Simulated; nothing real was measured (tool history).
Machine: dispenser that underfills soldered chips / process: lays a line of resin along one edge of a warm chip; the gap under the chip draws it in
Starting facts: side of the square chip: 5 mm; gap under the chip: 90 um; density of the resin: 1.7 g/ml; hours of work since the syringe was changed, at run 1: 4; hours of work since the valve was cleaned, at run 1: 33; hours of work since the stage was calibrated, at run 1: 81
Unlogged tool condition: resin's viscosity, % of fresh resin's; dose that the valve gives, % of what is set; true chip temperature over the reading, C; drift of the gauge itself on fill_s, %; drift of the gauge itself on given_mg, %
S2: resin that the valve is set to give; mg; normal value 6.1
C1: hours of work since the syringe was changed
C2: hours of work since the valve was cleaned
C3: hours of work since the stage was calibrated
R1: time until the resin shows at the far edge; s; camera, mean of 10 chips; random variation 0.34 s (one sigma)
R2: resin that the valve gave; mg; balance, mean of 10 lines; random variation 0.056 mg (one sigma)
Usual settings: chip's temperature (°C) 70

Run 1, hour 0: usual settings; C1 4; C2 33; C3 81. Result: R1 23.4 s, R2 5.96 mg.
Run 2, hour 5.8: usual settings; C1 8; C2 38; C3 86. Result: R1 31.9 s, R2 5.95 mg.
At hour 7.6: new syringe of resin.
Run 3, hour 9.9: usual settings; C1 2; C2 41; C3 89. Result: R1 19.2 s, R2 5.92 mg.
Run 4, hour 15.5: usual settings; C1 6; C2 45; C3 93. Result: R1 27.3 s, R2 5.9 mg.
At hour 19.5: new syringe of resin.
Run 5, hour 19.5: usual settings but chip's temperature (°C) 66; C1 0; C2 48; C3 96. Result: R1 20.7 s, R2 5.94 mg.
Run 6, hour 23.7: usual settings but chip's temperature (°C) 66; C1 3; C2 52; C3 100. Result: R1 26.6 s, R2 5.91 mg.
Run 7, hour 27.5: usual settings but chip's temperature (°C) 66; C1 6; C2 55; C3 103. Result: R1 32.8 s, R2 5.89 mg.
Run 8, hour 30.5: usual settings but chip's temperature (°C) 66; C1 9; C2 57; C3 105. Result: R1 40.3 s, R2 5.96 mg.
At hour 31.5: new syringe of resin.
Run 9, hour 35.4: usual settings but chip's temperature (°C) 59; C1 3; C2 61; C3 109. Result: R1 36.4 s, R2 5.85 mg.
Run 10, hour 40.5: usual settings but chip's temperature (°C) 59; C1 7; C2 65; C3 113. Result: R1 51 s, R2 5.87 mg.
At hour 43.5: new syringe of resin.
Run 11, hour 43.9: usual settings but S2 5.64 mg; C1 0; C2 67; C3 115. Result: R1 17.1 s, R2 5.29 mg.
Run 12, hour 47: usual settings but S2 5.64 mg; C1 3; C2 70; C3 118. Result: R1 21.3 s, R2 5.33 mg.
Run 13, hour 52: usual settings but S2 5.64 mg; C1 7; C2 74; C3 122. Result: R1 29.1 s, R2 5.51 mg.
At hour 55.6: new syringe of resin.
Run 14, hour 55.8: usual settings but chip's temperature (°C) 57, S2 5.64 mg; C1 0; C2 77; C3 125. Result: R1 32.8 s, R2 5.33 mg.
Run 15, hour 59.5: usual settings; C1 3; C2 80; C3 127. Result: R1 21.5 s, R2 5.81 mg.
Run 16, hour 64.8: usual settings; C1 7; C2 84; C3 132. Result: R1 29.3 s, R2 5.78 mg.
At hour 67.8: new syringe of resin.
Run 17, hour 70.3: usual settings; C1 2; C2 88; C3 136. Result: R1 19.4 s, R2 5.83 mg.
Run 18, hour 76: usual settings but chip's temperature (°C) 65; C1 7; C2 92; C3 140. Result: R1 35.2 s, R2 5.8 mg.
At hour 79.7: new syringe of resin.
Run 19, hour 80.3: usual settings but chip's temperature (°C) 65; C1 0; C2 96; C3 144. Result: R1 22.2 s, R2 5.67 mg.
Run 20, hour 86.2: usual settings but chip's temperature (°C) 66, S2 6.31 mg; C1 5; C2 100; C3 148. Result: R1 30.6 s, R2 5.91 mg.
Run 21, hour 90.6: usual settings but chip's temperature (°C) 57, S2 5.92 mg; C1 9; C2 104; C3 152. Result: R1 63.3 s, R2 5.53 mg.
At hour 91.6: new syringe of resin.
Run 22, hour 96.1: usual settings but chip's temperature (°C) 57, S2 7.59 mg; C1 4; C2 108; C3 156. Result: R1 42.3 s, R2 7.06 mg.
Run 23, hour 102.1: usual settings but S2 6.12 mg; C1 8; C2 113; C3 161. Result: R1 33 s, R2 5.71 mg.
At hour 103.5: new syringe of resin.
Run 24, hour 107: usual settings but S2 6.12 mg; C1 3; C2 116; C3 164. Result: R1 21.4 s, R2 5.7 mg.
Run 25, hour 111.9: usual settings but S2 6.12 mg; C1 7; C2 120; C3 168. Result: R1 29.7 s, R2 5.72 mg.
Run 26, hour 114.8: usual settings but chip's temperature (°C) 66, S2 6.37 mg; C1 9; C2 123; C3 171. Result: R1 41.2 s, R2 5.77 mg.
At hour 115.7: new syringe of resin.
Run 27, hour 119.5: usual settings but chip's temperature (°C) 80, S2 6.86 mg; C1 3; C2 126; C3 174. Result: R1 13.8 s, R2 6.28 mg.
Run 28, hour 124.7: usual settings but chip's temperature (°C) 58, S2 6.07 mg; C1 7; C2 130; C3 178. Result: R1 55.5 s, R2 5.61 mg.
At hour 127.4: dispensing valve cleaned and set on the balance.
At hour 128.5: new syringe of resin.
Run 29, hour 129: usual settings but chip's temperature (°C) 62, S2 6.07 mg; C1 0; C2 1; C3 181. Result: R1 26.7 s, R2 6.07 mg.
Run 30, hour 131.8: usual settings but chip's temperature (°C) 63, S2 5.54 mg; C1 3; C2 3; C3 183. Result: R1 30.7 s, R2 5.54 mg.
Run 31, hour 134.6: usual settings but S2 5.4 mg; C1 5; C2 5; C3 185. Result: R1 25.9 s, R2 5.4 mg.
Run 32, hour 137.2: usual settings but chip's temperature (°C) 60, S2 7.31 mg; C1 7; C2 8; C3 187. Result: R1 46.8 s, R2 7.27 mg.
At hour 140.4: new syringe of resin.
Run 33, hour 141.2: usual settings but chip's temperature (°C) 65, S2 6.5 mg; C1 1; C2 10; C3 190. Result: R1 21.8 s, R2 6.36 mg.
Run 34, hour 144.9: usual settings but chip's temperature (°C) 66, S2 7.05 mg; C1 4; C2 13; C3 193. Result: R1 27 s, R2 6.97 mg.
Run 35, hour 148.3: usual settings but chip's temperature (°C) 66, S2 7.05 mg; C1 6; C2 16; C3 196. Result: R1 32.6 s, R2 6.99 mg.

Table of differences, measured result less the result of that run with no hidden state. Run-to-run variation is the same in both. Gauge scatter possibly is not:
run     R1     R2
  1   +6.1  -0.13
  2  +15.7  -0.14
  3   +2.8  -0.16
  4  +10.9  -0.17
  5   +0.5  -0.19
  6   +6.6  -0.19
  7  +13.5   -0.2
  8  +20.5  -0.21
  9   +8.7  -0.23
 10  +22.4  -0.24
 11   +0.7  -0.23
 12   +4.4  -0.23
 13  +12.3  -0.25
 14   +0.7  -0.27
 15   +4.7  -0.29
 16  +12.8  -0.31
 17   +3.1  -0.33
 18  +14.6  -0.34
 19   +1.4  -0.35
 20  +10.7  -0.39
 21  +32.3  -0.38
 22  +11.1  -0.51
 23  +16.2  -0.43
 24   +4.8  -0.43
 25  +12.5  -0.45
 26  +21.7  -0.48
 27   +3.5  -0.53
 28  +25.7  -0.49
 29   +1.6  -0.03
 30   +6.4  -0.04
 31   +8.6  -0.04
 32  +20.3  -0.06
 33   +1.5  -0.07
 34     +7  -0.09
 35  +13.2  -0.11
